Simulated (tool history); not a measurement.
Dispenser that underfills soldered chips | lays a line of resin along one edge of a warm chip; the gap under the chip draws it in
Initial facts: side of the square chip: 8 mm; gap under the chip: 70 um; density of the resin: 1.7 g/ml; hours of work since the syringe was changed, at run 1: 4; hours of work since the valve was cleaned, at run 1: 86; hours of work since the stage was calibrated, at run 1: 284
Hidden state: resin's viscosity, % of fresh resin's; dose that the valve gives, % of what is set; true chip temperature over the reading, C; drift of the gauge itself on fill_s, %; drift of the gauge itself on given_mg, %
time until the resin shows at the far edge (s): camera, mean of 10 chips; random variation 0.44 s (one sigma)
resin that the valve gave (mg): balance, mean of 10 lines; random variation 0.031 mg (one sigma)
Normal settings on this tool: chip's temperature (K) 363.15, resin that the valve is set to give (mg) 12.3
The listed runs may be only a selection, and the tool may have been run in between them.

run,hour,chip's temperature (K),resin that the valve is set to give (mg),hours of work since the syringe was changed,hours of work since the valve was cleaned,hours of work since the stage was calibrated,time until the resin shows at the far edge (s),resin that the valve gave (mg)
1,0.0,363.15,12.3,4,86,284,48.9,11.98
# hour 10.3: new syringe of resin
2,10.3,363.15,12.3,0,93,291,35.7,11.94
3,22.1,363.15,12.3,8,101,299,65.3,11.89
# hour 26.7: new syringe of resin
# hour 30.7: dispensing valve cleaned and set on the balance
4,30.7,363.15,12.3,2,0,304,41.0,12.26
5,41.6,363.15,12.3,9,7,311,75.4,12.29
# hour 44.4: new syringe of resin
6,51.5,363.15,12.3,5,14,317,51.0,12.22
# hour 61.2: new syringe of resin
7,61.4,363.15,12.3,0,20,324,35.0,12.20
8,73.9,363.15,12.3,9,29,332,71.9,12.15
# hour 77.2: new syringe of resin
9,90.1,363.15,12.3,9,39,343,70.8,12.17
# hour 94.3: new syringe of resin
10,105.4,358.15,12.3,7,50,353,76.9,12.07
# hour 110.8: new syringe of resin
11,115.5,358.15,12.3,3,56,360,55.2,12.07
# hour 127.0: new syringe of resin
12,130.0,358.15,12.3,2,66,369,49.7,12.01
# hour 143.4: new syringe of resin
13,146.0,358.15,12.3,2,76,380,49.5,11.95
14,157.1,349.15,12.3,9,84,387,129.0,11.94
# hour 159.9: new syringe of resin
15,173.1,373.15,12.3,9,94,398,52.4,11.86
# hour 176.5: new syringe of resin
16,189.4,378.15,12.3,9,105,409,43.6,11.89
# hour 191.9: dispensing valve cleaned and set on the balance
# hour 193.9: new syringe of resin
17,197.5,378.15,12.3,2,4,413,26.3,12.33
18,207.4,378.15,12.3,9,10,420,45.1,12.30
# hour 210.1: new syringe of resin
19,221.9,363.15,13.2,8,20,430,67.9,13.14
# hour 226.3: new syringe of resin
20,235.8,368.15,13.8,6,29,439,50.7,13.66
# hour 243.1: new syringe of resin
21,250.2,355.15,11.9,5,39,448,73.7,11.80
# hour 259.4: new syringe of resin
22,261.0,355.15,11.9,1,46,455,54.0,11.78
23,271.4,355.15,11.9,8,53,462,94.6,11.72
# hour 275.7: new syringe of resin
24,285.1,349.15,15.9,6,62,472,100.1,15.61
# hour 292.3: new syringe of resin
25,300.6,349.15,15.9,6,72,482,93.7,15.54
# hour 309.3: new syringe of resin
26,311.8,349.15,15.9,2,79,489,70.4,15.47
27,321.3,370.15,12.3,8,86,496,54.5,11.97
# hour 326.3: new syringe of resin
28,338.0,376.15,13.7,8,97,507,43.4,13.25
# hour 343.1: new syringe of resin
29,347.2,377.15,15.4,3,103,513,28.7,14.88
# hour 353.1: dispensing valve cleaned and set on the balance
30,357.8,352.15,15.4,9,3,519,115.5,15.40
# hour 360.8: new syringe of resin
31,370.6,368.15,13.5,7,12,528,54.0,13.42
# hour 378.1: new syringe of resin
32,384.1,366.15,13.9,4,21,536,45.6,13.84
# hour 394.5: new syringe of resin
33,396.1,349.15,10.9,1,28,544,71.0,10.79
34,403.8,367.15,12.6,6,34,550,53.7,12.46

Some steps in time until the resin shows at the far edge (s) between neighbouring runs. How much of each would the tool show without its hidden state too (settings, what came in, random variation), and how much is left for the hidden state, with any gauge scatter that isn't in both results?
Run 13 -> 14: chip's temperature (K) 358.15 -> 349.15. time until the resin shows at the far edge (s) +79.5: hidden state +63.8, all else +15.7.
Run 14 -> 15: chip's temperature (K) 349.15 -> 373.15, new syringe of resin. time until the resin shows at the far edge (s) -76.6: hidden state -46.2, all else -30.4.
Run 29 -> 30: chip's temperature (K) 377.15 -> 352.15, dispensing valve cleaned and set on the balance. time until the resin shows at the far edge (s) +86.8: hidden state +60.0, all else +26.8.
